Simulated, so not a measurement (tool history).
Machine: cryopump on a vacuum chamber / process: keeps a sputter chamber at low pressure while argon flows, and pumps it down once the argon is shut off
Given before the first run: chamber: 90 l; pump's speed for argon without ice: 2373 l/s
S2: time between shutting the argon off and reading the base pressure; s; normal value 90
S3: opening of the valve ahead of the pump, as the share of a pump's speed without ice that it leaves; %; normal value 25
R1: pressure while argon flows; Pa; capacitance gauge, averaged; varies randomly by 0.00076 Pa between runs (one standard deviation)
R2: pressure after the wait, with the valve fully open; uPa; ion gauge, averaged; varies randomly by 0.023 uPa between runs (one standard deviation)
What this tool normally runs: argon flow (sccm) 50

Run 1, day 0: usual settings. Result: R1 0.1463 Pa, R2 1.54 uPa.
Run 2, day 2.246: usual settings. Result: R1 0.1461 Pa, R2 1.61 uPa.
Run 3, day 5.288: usual settings. Result: R1 0.1444 Pa, R2 1.61 uPa.
Run 4, day 8.479: usual settings but S2 60 s. Result: R1 0.148 Pa, R2 1.9 uPa.
Run 5, day 11.571: usual settings but S2 60 s. Result: R1 0.1466 Pa, R2 1.98 uPa.
Run 6, day 13.092: usual settings but S2 60 s. Result: R1 0.1482 Pa, R2 1.88 uPa.
Run 7, day 16.142: usual settings. Result: R1 0.1476 Pa, R2 1.71 uPa.
Run 8, day 19.188: usual settings but S3 32 %. Result: R1 0.118 Pa, R2 1.79 uPa.
Run 9, day 21.25: usual settings but S3 32 %. Result: R1 0.1177 Pa, R2 1.73 uPa.
At day 23.896: pump warmed up, emptied and cooled again.
Run 10, day 24.421: usual settings but S3 32 %. Result: R1 0.1117 Pa, R2 1.59 uPa.
Run 11, day 26.042: usual settings but S3 32 %. Result: R1 0.1121 Pa, R2 1.62 uPa.
Run 12, day 29.121: usual settings but S3 32 %. Result: R1 0.1119 Pa, R2 1.61 uPa.
Run 13, day 32.683: usual settings but S3 32 %. Result: R1 0.1123 Pa, R2 1.69 uPa.
Run 14, day 35.888: usual settings but argon flow (sccm) 22, S2 52 s. Result: R1 0.0642 Pa, R2 2.13 uPa.
Run 15, day 39.404: usual settings but argon flow (sccm) 22, S2 52 s. Result: R1 0.0637 Pa, R2 2.1 uPa.
Run 16, day 41.596: usual settings but argon flow (sccm) 25, S2 74 s, S3 22 %. Result: R1 0.082 Pa, R2 1.79 uPa.
Run 17, day 44.946: usual settings but argon flow (sccm) 25, S2 149 s, S3 58 %. Result: R1 0.0321 Pa, R2 1.44 uPa.
Run 18, day 48.342: usual settings but argon flow (sccm) 25, S2 149 s, S3 58 %. Result: R1 0.0319 Pa, R2 1.56 uPa.
Run 19, day 50.221: usual settings but argon flow (sccm) 20, S2 22 s, S3 56 %. Result: R1 0.0264 Pa, R2 3.52 uPa.
Run 20, day 51.746: usual settings but argon flow (sccm) 20, S2 22 s, S3 56 %. Result: R1 0.0269 Pa, R2 3.54 uPa.
Run 21, day 54.7: usual settings but argon flow (sccm) 39, S2 274 s, S3 26 %. Result: R1 0.1101 Pa, R2 1.4 uPa.
Run 22, day 57.858: usual settings but argon flow (sccm) 39, S2 274 s, S3 26 %. Result: R1 0.1095 Pa, R2 1.42 uPa.
Run 23, day 59.542: usual settings but argon flow (sccm) 21, S3 48 %. Result: R1 0.0336 Pa, R2 1.8 uPa.
Run 24, day 61.738: usual settings but argon flow (sccm) 75, S2 40 s, S3 15 %. Result: R1 0.3603 Pa, R2 2.63 uPa.
Run 25, day 63.454: usual settings but argon flow (sccm) 75, S2 40 s, S3 15 %. Result: R1 0.3628 Pa, R2 2.57 uPa.

Alternative continuations, all from the tool just after run 25; predict every row:
Run A, day 66.217: usual settings but argon flow (sccm) 75, S2 40 s, S3 22 %. Result: R1 ?, R2 ?.
Run B, day 66.217: usual settings but argon flow (sccm) 88, S3 24 %. Result: R1 ?, R2 ?.
Run C, day 66.217: usual settings but argon flow (sccm) 75, S2 78 s, S3 17 %. Result: R1 ?, R2 ?.
Run D, day 66.217: usual settings but argon flow (sccm) 21, S2 40 s, S3 38 %. Result: R1 ?, R2 ?.
Run E, day 66.217: usual settings but argon flow (sccm) 75, S2 62 s, S3 28 %. Result: R1 ?, R2 ?.

run      R1    R2
  A  0.2501  2.61
  B  0.2701  1.92
  C  0.3219  1.98
  D  0.0418  2.58
  E  0.1977  2.22
Without the tool's unlogged condition, the same runs would have read:
run      R1    R2
  A  0.2423  1.43
  B  0.2609  0.72
  C  0.3141  0.79
  D  0.0396  1.41
  E  0.1899  1.01
